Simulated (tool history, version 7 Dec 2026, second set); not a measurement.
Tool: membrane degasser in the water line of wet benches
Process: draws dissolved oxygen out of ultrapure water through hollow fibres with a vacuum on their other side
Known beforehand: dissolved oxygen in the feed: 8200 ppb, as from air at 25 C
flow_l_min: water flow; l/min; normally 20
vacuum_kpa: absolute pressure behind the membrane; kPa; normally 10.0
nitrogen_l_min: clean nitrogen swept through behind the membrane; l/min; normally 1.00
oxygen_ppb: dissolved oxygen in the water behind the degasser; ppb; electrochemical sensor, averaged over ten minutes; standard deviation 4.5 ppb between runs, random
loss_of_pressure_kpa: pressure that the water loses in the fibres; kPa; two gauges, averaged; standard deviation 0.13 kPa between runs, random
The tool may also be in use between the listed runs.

run 1 hour=0.0 | flow_l_min=20 vacuum_kpa=10.0 nitrogen_l_min=1.00 | oxygen_ppb=608.9 loss_of_pressure_kpa=31.65
-- hour=23.7 seals of the vacuum lines changed
run 2 hour=71.5 | flow_l_min=20 vacuum_kpa=10.0 nitrogen_l_min=1.00 | oxygen_ppb=615.0 loss_of_pressure_kpa=31.40
run 3 hour=211.7 | flow_l_min=20 vacuum_kpa=10.0 nitrogen_l_min=0.41 | oxygen_ppb=905.1 loss_of_pressure_kpa=31.45
run 4 hour=298.9 | flow_l_min=20 vacuum_kpa=10.0 nitrogen_l_min=0.41 | oxygen_ppb=898.8 loss_of_pressure_kpa=31.45
run 5 hour=379.7 | flow_l_min=20 vacuum_kpa=10.0 nitrogen_l_min=0.41 | oxygen_ppb=912.0 loss_of_pressure_kpa=31.82
run 6 hour=523.8 | flow_l_min=20 vacuum_kpa=10.0 nitrogen_l_min=1.41 | oxygen_ppb=537.2 loss_of_pressure_kpa=31.66
run 7 hour=648.4 | flow_l_min=20 vacuum_kpa=10.0 nitrogen_l_min=1.41 | oxygen_ppb=540.8 loss_of_pressure_kpa=31.66
run 8 hour=720.1 | flow_l_min=20 vacuum_kpa=10.0 nitrogen_l_min=1.00 | oxygen_ppb=623.7 loss_of_pressure_kpa=31.72
run 9 hour=851.2 | flow_l_min=20 vacuum_kpa=10.4 nitrogen_l_min=1.00 | oxygen_ppb=637.2 loss_of_pressure_kpa=31.49
run 10 hour=982.5 | flow_l_min=30 vacuum_kpa=10.0 nitrogen_l_min=1.00 | oxygen_ppb=1051.0 loss_of_pressure_kpa=47.54
run 11 hour=1054.3 | flow_l_min=16 vacuum_kpa=10.0 nitrogen_l_min=1.00 | oxygen_ppb=444.7 loss_of_pressure_kpa=25.08
run 12 hour=1170.5 | flow_l_min=16 vacuum_kpa=10.0 nitrogen_l_min=1.00 | oxygen_ppb=446.7 loss_of_pressure_kpa=25.22
run 13 hour=1258.2 | flow_l_min=16 vacuum_kpa=10.0 nitrogen_l_min=1.00 | oxygen_ppb=448.2 loss_of_pressure_kpa=25.44
-- hour=1268.4 vacuum gauge calibrated
run 14 hour=1391.0 | flow_l_min=16 vacuum_kpa=10.0 nitrogen_l_min=1.00 | oxygen_ppb=448.2 loss_of_pressure_kpa=25.57
run 15 hour=1504.6 | flow_l_min=20 vacuum_kpa=10.0 nitrogen_l_min=1.00 | oxygen_ppb=622.6 loss_of_pressure_kpa=31.86
run 16 hour=1570.0 | flow_l_min=20 vacuum_kpa=10.0 nitrogen_l_min=1.00 | oxygen_ppb=617.0 loss_of_pressure_kpa=31.78
-- hour=1618.2 vacuum gauge calibrated, once more
run 17 hour=1671.9 | flow_l_min=20 vacuum_kpa=10.0 nitrogen_l_min=1.00 | oxygen_ppb=608.0 loss_of_pressure_kpa=31.61
run 18 hour=1765.4 | flow_l_min=25 vacuum_kpa=6.1 nitrogen_l_min=0.68 | oxygen_ppb=709.4 loss_of_pressure_kpa=39.68
run 19 hour=1835.2 | flow_l_min=13 vacuum_kpa=10.3 nitrogen_l_min=2.27 | oxygen_ppb=222.1 loss_of_pressure_kpa=20.45
run 20 hour=1976.5 | flow_l_min=13 vacuum_kpa=10.3 nitrogen_l_min=2.27 | oxygen_ppb=221.0 loss_of_pressure_kpa=20.53
run 21 hour=2126.4 | flow_l_min=12 vacuum_kpa=8.9 nitrogen_l_min=1.00 | oxygen_ppb=260.5 loss_of_pressure_kpa=18.79
run 22 hour=2208.1 | flow_l_min=12 vacuum_kpa=8.9 nitrogen_l_min=1.00 | oxygen_ppb=260.6 loss_of_pressure_kpa=19.12
run 23 hour=2325.7 | flow_l_min=12 vacuum_kpa=8.9 nitrogen_l_min=1.00 | oxygen_ppb=258.9 loss_of_pressure_kpa=18.99
run 24 hour=2437.9 | flow_l_min=20 vacuum_kpa=21.2 nitrogen_l_min=1.00 | oxygen_ppb=1033.3 loss_of_pressure_kpa=31.83
run 25 hour=2576.4 | flow_l_min=20 vacuum_kpa=9.2 nitrogen_l_min=1.14 | oxygen_ppb=551.9 loss_of_pressure_kpa=32.06
run 26 hour=2727.0 | flow_l_min=20 vacuum_kpa=19.9 nitrogen_l_min=1.14 | oxygen_ppb=916.7 loss_of_pressure_kpa=31.77
run 27 hour=2861.7 | flow_l_min=20 vacuum_kpa=11.4 nitrogen_l_min=1.57 | oxygen_ppb=570.5 loss_of_pressure_kpa=31.91
run 28 hour=2937.0 | flow_l_min=32 vacuum_kpa=10.0 nitrogen_l_min=1.00 | oxygen_ppb=1133.7 loss_of_pressure_kpa=51.07
run 29 hour=3074.6 | flow_l_min=32 vacuum_kpa=10.0 nitrogen_l_min=1.00 | oxygen_ppb=1133.5 loss_of_pressure_kpa=51.01
run 30 hour=3160.4 | flow_l_min=20 vacuum_kpa=12.0 nitrogen_l_min=0.64 | oxygen_ppb=845.8 loss_of_pressure_kpa=31.91
run 31 hour=3291.9 | flow_l_min=19 vacuum_kpa=7.3 nitrogen_l_min=2.10 | oxygen_ppb=396.0 loss_of_pressure_kpa=30.44
run 32 hour=3436.7 | flow_l_min=20 vacuum_kpa=12.2 nitrogen_l_min=1.00 | oxygen_ppb=712.3 loss_of_pressure_kpa=32.19

Predict each of these 3 candidate next runs independently; none follows another, all start after run 32:
run A hour=3525.2 | flow_l_min=29 vacuum_kpa=12.2 nitrogen_l_min=1.00 | oxygen_ppb=? loss_of_pressure_kpa=?
run B hour=3525.2 | flow_l_min=20 vacuum_kpa=22.8 nitrogen_l_min=1.00 | oxygen_ppb=? loss_of_pressure_kpa=?
run C hour=3525.2 | flow_l_min=28 vacuum_kpa=23.7 nitrogen_l_min=1.00 | oxygen_ppb=? loss_of_pressure_kpa=?

run=A oxygen_ppb=1129.9 loss_of_pressure_kpa=46.56
run=B oxygen_ppb=1083.8 loss_of_pressure_kpa=32.16
run=C oxygen_ppb=1565.8 loss_of_pressure_kpa=44.72
Without the tool's unlogged condition, the same runs would have read:
run=A oxygen_ppb=1086.1 loss_of_pressure_kpa=45.33
run=B oxygen_ppb=1052.0 loss_of_pressure_kpa=31.30
run=C oxygen_ppb=1526.1 loss_of_pressure_kpa=43.53

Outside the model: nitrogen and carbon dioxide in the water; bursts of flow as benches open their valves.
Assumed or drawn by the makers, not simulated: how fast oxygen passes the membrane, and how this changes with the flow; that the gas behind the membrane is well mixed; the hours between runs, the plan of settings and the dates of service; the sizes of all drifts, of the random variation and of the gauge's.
